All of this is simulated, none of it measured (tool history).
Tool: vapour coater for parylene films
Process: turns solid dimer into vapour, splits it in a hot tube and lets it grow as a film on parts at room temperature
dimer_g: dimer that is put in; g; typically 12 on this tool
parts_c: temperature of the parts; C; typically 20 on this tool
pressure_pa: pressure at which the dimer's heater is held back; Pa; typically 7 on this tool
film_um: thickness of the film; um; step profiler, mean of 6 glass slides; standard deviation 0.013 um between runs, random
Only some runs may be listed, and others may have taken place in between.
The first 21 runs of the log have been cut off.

run 22 hour=308.7 | dimer_g=12 parts_c=20 pressure_pa=7 | film_um=4.49
run 23 hour=320.7 | dimer_g=7 parts_c=20 pressure_pa=7 | film_um=2.63
run 24 hour=335.5 | dimer_g=7 parts_c=20 pressure_pa=7 | film_um=2.62
run 25 hour=348.3 | dimer_g=9 parts_c=21 pressure_pa=7 | film_um=3.25
run 26 hour=368.8 | dimer_g=16 parts_c=21 pressure_pa=7 | film_um=5.77
run 27 hour=387.6 | dimer_g=16 parts_c=29 pressure_pa=2.42 | film_um=5.42
run 28 hour=397.4 | dimer_g=16 parts_c=29 pressure_pa=2.42 | film_um=5.43
run 29 hour=413.9 | dimer_g=18 parts_c=20 pressure_pa=7 | film_um=6.71
run 30 hour=428.9 | dimer_g=14 parts_c=14 pressure_pa=10.26 | film_um=5.93
run 31 hour=439.7 | dimer_g=14 parts_c=14 pressure_pa=10.26 | film_um=5.93
run 32 hour=455.5 | dimer_g=17 parts_c=26 pressure_pa=10.9 | film_um=4.64
run 33 hour=477.3 | dimer_g=17 parts_c=26 pressure_pa=10.9 | film_um=4.6
run 34 hour=496.5 | dimer_g=17 parts_c=26 pressure_pa=10.9 | film_um=4.63
run 35 hour=506.1 | dimer_g=12 parts_c=14 pressure_pa=7 | film_um=5.49
run 36 hour=521.5 | dimer_g=12 parts_c=27 pressure_pa=10.18 | film_um=3.17
run 37 hour=536 | dimer_g=9 parts_c=26 pressure_pa=3.95 | film_um=3.03
run 38 hour=556.8 | dimer_g=20 parts_c=16 pressure_pa=7 | film_um=8.51
run 39 hour=578.8 | dimer_g=12 parts_c=20 pressure_pa=6.45 | film_um=4.49
run 40 hour=598.3 | dimer_g=7 parts_c=20 pressure_pa=3.1 | film_um=3.06
run 41 hour=614.4 | dimer_g=5 parts_c=24 pressure_pa=2.71 | film_um=1.94
run 42 hour=630.9 | dimer_g=14 parts_c=20 pressure_pa=7 | film_um=5.14
run 43 hour=650.5 | dimer_g=10 parts_c=26 pressure_pa=2.99 | film_um=3.54
run 44 hour=659.3 | dimer_g=16 parts_c=20 pressure_pa=5.71 | film_um=6.09
run 45 hour=677.8 | dimer_g=15 parts_c=16 pressure_pa=10.06 | film_um=5.84
run 46 hour=693 | dimer_g=16 parts_c=30 pressure_pa=5.61 | film_um=4.28

Branching from run 46: 3 alternative next runs. What would each branch give?
run A hour=706 | dimer_g=12 parts_c=24 pressure_pa=2.47 | film_um=?
run B hour=706 | dimer_g=12 parts_c=20 pressure_pa=6.28 | film_um=?
run C hour=706 | dimer_g=6 parts_c=20 pressure_pa=7 | film_um=?

run=A film_um=4.7
run=B film_um=4.48
run=C film_um=2.19
What these runs would have given with no unlogged condition in the tool:
run=A film_um=4.86
run=B film_um=4.63
run=C film_um=2.26
